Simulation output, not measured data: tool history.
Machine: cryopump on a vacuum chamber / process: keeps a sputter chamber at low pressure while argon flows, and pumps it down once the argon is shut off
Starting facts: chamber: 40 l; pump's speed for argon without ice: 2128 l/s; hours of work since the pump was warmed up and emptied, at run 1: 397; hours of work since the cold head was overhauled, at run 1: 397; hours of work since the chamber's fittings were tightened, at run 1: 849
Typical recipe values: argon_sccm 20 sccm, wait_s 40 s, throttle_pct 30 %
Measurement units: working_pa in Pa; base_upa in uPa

run,day,argon_sccm,wait_s,throttle_pct,hours of work since the pump was warmed up and emptied,hours of work since the cold head was overhauled,hours of work since the chamber's fittings were tightened,working_pa,base_upa
1,0,20,40,30,397,397,849,0.0545,1.71
2,3.404,20,40,30,454,454,906,0.0546,1.81
3,6.667,20,227,30,509,509,960,0.0553,1.16
4,8.888,20,227,30,546,546,998,0.0551,1.23
5,11.721,20,58,30,593,593,1045,0.0553,1.64
6,14.571,20,58,30,641,641,1093,0.0559,1.79
7,17.483,20,58,47,690,690,1141,0.037,1.79
8,20.858,20,58,47,746,746,1198,0.0374,1.89
9,23.321,20,58,47,788,788,1239,0.0375,1.94
10,25.388,20,58,52,822,822,1273,0.0343,1.98
11,26.804,20,58,52,846,846,1297,0.0343,2.02
# day 28.433: pump warmed up, emptied and cooled again
12,29.012,20,36,52,10,879,1331,0.0305,2.14
13,30.5,20,36,52,35,904,1356,0.0308,2.2
14,32.754,20,40,30,72,942,1393,0.0533,2.09
15,35.075,20,40,30,111,981,1432,0.053,2.15
# day 38.129: leaking fittings of the chamber tightened, without venting
16,38.138,20,40,46,161,1030,0,0.0352,0.97
17,40.679,20,40,46,203,1073,43,0.0355,0.98
18,42.096,20,40,46,227,1097,66,0.0357,1.01
19,44.767,20,40,46,272,1141,111,0.0355,1.09
20,48.092,20,40,46,327,1197,167,0.0357,1.15
21,51.029,9,98,36,377,1246,216,0.0205,0.68
22,52.592,9,98,36,403,1272,242,0.0209,0.69
23,55.621,9,98,36,453,1323,293,0.0208,0.8
24,57.604,9,98,36,487,1356,326,0.0208,0.81
25,59.85,9,98,36,524,1394,363,0.0207,0.8
26,62.167,36,78,43,563,1432,402,0.0709,0.97
27,65.321,36,78,43,616,1485,455,0.0712,1.03
28,67.088,21,78,40,645,1515,484,0.0441,1.06
29,69.079,20,229,30,678,1548,518,0.0562,0.81
30,71.592,19,77,37,720,1590,560,0.0439,1.17
31,73.121,20,40,23,746,1616,585,0.0729,1.58
32,74.579,20,40,23,770,1640,610,0.0726,1.59
33,77.117,18,43,35,813,1682,652,0.0445,1.6

How the hidden state differs across the entries between the runs, from the last listed run before each to the first after it:
Run 11 -> run 12: pump warmed up, emptied and cooled again (day 28.433)
  pump's speed, % of a pump's without ice: 80.7 -> 99.3; cold plate's temperature, K: 12.44 -> 12.45; leak into the chamber, uPa l/s: 2501 -> 2554
  what was measured, less what the result would be without the hidden state, working_pa: +0.004 -> +0.0003 Pa; base_upa: +1.3 -> +1.08 uPa
Run 15 -> run 16: leaking fittings of the chamber tightened, without venting (day 38.129)
  pump's speed, % of a pump's without ice: 97.2 -> 96.2; cold plate's temperature, K: 12.49 -> 12.52; leak into the chamber, uPa l/s: 2729 -> 328
  what was measured, less what the result would be without the hidden state, working_pa: +0.0006 -> +0.0008 Pa; base_upa: +1.18 -> +0.02 uPa
